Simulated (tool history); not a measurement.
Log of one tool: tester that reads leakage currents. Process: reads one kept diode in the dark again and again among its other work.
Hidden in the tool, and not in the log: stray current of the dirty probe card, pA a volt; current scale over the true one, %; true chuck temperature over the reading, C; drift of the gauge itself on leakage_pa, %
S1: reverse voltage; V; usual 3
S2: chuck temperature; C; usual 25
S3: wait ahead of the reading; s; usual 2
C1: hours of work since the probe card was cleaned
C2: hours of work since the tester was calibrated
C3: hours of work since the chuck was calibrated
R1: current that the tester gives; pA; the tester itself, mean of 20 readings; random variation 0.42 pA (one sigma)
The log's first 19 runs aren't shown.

| run | hour | S1 | S2 | S3 | C1 | C2 | C3 | R1 |
|---|---|---|---|---|---|---|---|---|
| 20 | 1812.9 | 3.82 | 25 | 9.08 | 1341 | 1412 | 1713 | 160.37 |
| 21 | 1933 | 3 | 53 | 2 | 1432 | 1503 | 1804 | 1221.44 |
| 22 | 2035.4 | 10.17 | 22 | 2 | 1510 | 1581 | 1882 | 220.48 |
| 23 | 2087.8 | 2.88 | 48 | 1.76 | 1550 | 1621 | 1921 | 829.06 |
| 24 | 2142.6 | 2.88 | 48 | 1.76 | 1591 | 1663 | 1963 | 825.79 |
| 25 | 2242.6 | 1.14 | 25 | 1.22 | 1667 | 1739 | 2039 | 78.59 |
| 26 | 2312.6 | 1.14 | 25 | 1.22 | 1720 | 1792 | 2092 | 78.25 |
| 27 | 2393.2 | 3 | 35 | 5.19 | 1782 | 1853 | 2153 | 313.79 |
|  | 2406.3 | chuck's temperature calibrated |
| 28 | 2501.9 | 7.46 | 44 | 4.16 | 1863 | 1934 | 73 | 1083.81 |
| 29 | 2567.6 | 7.46 | 44 | 7.68 | 1913 | 1984 | 122 | 1076.53 |
| 30 | 2667.9 | 7.46 | 44 | 7.68 | 1989 | 2060 | 199 | 1083.81 |
| 31 | 2780.3 | 7.46 | 44 | 7.68 | 2074 | 2145 | 284 | 1079.83 |
| 32 | 2852.8 | 4.04 | 44 | 7.68 | 2129 | 2200 | 339 | 752.94 |
|  | 2865.2 | tester calibrated |
| 33 | 2936.4 | 2.67 | 58 | 7.68 | 2191 | 54 | 401 | 1619.71 |
| 34 | 3039.8 | 3 | 25 | 0.79 | 2270 | 133 | 479 | 138.92 |
| 35 | 3104.2 | 1.63 | 40 | 2 | 2319 | 182 | 528 | 325.44 |
| 36 | 3229.7 | 3.81 | 40 | 2 | 2414 | 277 | 624 | 533 |
| 37 | 3337.6 | 2.57 | 29 | 2 | 2496 | 359 | 706 | 177.25 |
| 38 | 3425.8 | 5.52 | 25 | 0.44 | 2563 | 426 | 773 | 201.22 |
| 39 | 3519.9 | 7.14 | 25 | 0.84 | 2634 | 497 | 844 | 232.71 |
| 40 | 3630.3 | 11.25 | 20 | 5.06 | 2718 | 581 | 928 | 195.84 |

3 ways to go on from here, each from the tool as it stands after run 40. What would each give?
| A | 3730.3 | 3 | 22 | 0.86 | 2794 | 657 | 1004 | ? |
| B | 3730.3 | 16.93 | 24 | 3.24 | 2794 | 657 | 1004 | ? |
| C | 3730.3 | 1.08 | 42 | 2.84 | 2794 | 657 | 1004 | ? |

| run | R1 |
|---|---|
| A | 107.17 |
| B | 352.46 |
| C | 296.28 |
Without the tool's hidden state the same runs would have given:
| run | R1 |
|---|---|
| A | 107.04 |
| B | 351.93 |
| C | 296.05 |
